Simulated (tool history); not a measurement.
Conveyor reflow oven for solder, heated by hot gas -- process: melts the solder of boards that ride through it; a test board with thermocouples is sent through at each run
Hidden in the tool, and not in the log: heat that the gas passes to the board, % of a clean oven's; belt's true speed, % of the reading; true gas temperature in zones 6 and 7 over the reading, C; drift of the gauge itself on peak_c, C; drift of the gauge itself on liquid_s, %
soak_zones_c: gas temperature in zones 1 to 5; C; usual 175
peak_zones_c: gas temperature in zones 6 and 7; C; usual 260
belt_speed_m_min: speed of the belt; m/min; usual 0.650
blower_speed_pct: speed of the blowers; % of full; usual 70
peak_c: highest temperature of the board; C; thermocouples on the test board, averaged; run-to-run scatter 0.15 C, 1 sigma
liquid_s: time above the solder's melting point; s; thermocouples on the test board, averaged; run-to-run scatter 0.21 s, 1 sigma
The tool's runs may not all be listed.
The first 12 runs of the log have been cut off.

run   hour  soak_zones_c  peak_zones_c  belt_speed_m_min  blower_speed_pct  hours of work since the flux was cleaned out  hours of work since the belt drive was overhauled  hours of work since the thermocouples were changed  peak_c  liquid_s
 13  192.5           175           262             0.650                70                                            10                                                195                                                 763   246.7      51.2
 14  215.3           175           260             0.650                70                                            19                                                205                                                 772   244.8      49.7
 15  226.4           171           260             0.650                70                                            24                                                209                                                 777   244.2      47.5
     232.0  -- belt drive overhauled, speed set with a stopwatch
 16  251.1           176           260             0.650                70                                            33                                                  8                                                 786   245.2      50.2
 17  268.4           171           262             0.650                70                                            40                                                 15                                                 793   245.9      48.7
 18  280.2           188           262             0.650                55                                            45                                                 20                                                 798   244.0      51.7
 19  299.3           188           262             0.650                55                                            53                                                 28                                                 806   244.0      52.3
 20  320.8           174           272             0.691                52                                            62                                                 37                                                 815   244.1      43.0
     330.4  -- belt drive overhauled, speed set with a stopwatch, once more
 21  340.5           174           272             0.691                52                                            68                                                  4                                                 821   243.9      41.8
 22  356.3           169           249             0.557                80                                            75                                                 11                                                 828   240.7      54.1
 23  368.2           169           249             0.557                80                                            80                                                 16                                                 833   240.4      54.4
 24  383.6           175           249             0.650                76                                            86                                                 22                                                 839   236.8      41.9
 25  396.6           181           260             0.652                70                                            92                                                 28                                                 845   245.8      51.8
 26  419.2           181           260             0.530                70                                           101                                                 37                                                 854   251.0      71.1
 27  432.1           167           257             0.650                67                                           106                                                 42                                                 860   239.3      40.2
 28  455.2           167           257             0.650                67                                           116                                                 52                                                 869   238.9      40.4
 29  472.7           167           257             0.650                67                                           123                                                 59                                                 876   239.1      40.1
 30  488.0           167           264             0.650                53                                           130                                                 66                                                 883   238.6      38.1
 31  502.0           175           258             0.555                78                                           136                                                 72                                                 889   248.8      64.0
 32  521.6           175           258             0.555                78                                           144                                                 80                                                 897   248.9      64.0

Below are 3 alternative next runs, each starting from the tool's condition after run 32. Predict each:
  A  537.7           175           258             0.583                55                                           151                                                 87                                                 904       ?         ?
  B  537.7           175           258             0.555                54                                           151                                                 87                                                 904       ?         ?
  C  537.7           162           250             0.650                51                                           151                                                 87                                                 904       ?         ?

run  peak_c  liquid_s
  A   240.8      49.5
  B   242.0      54.1
  C   225.1      17.8
Without the tool's hidden state the same runs would have given:
run  peak_c  liquid_s
  A   240.1      49.0
  B   241.2      53.5
  C   224.6      17.1
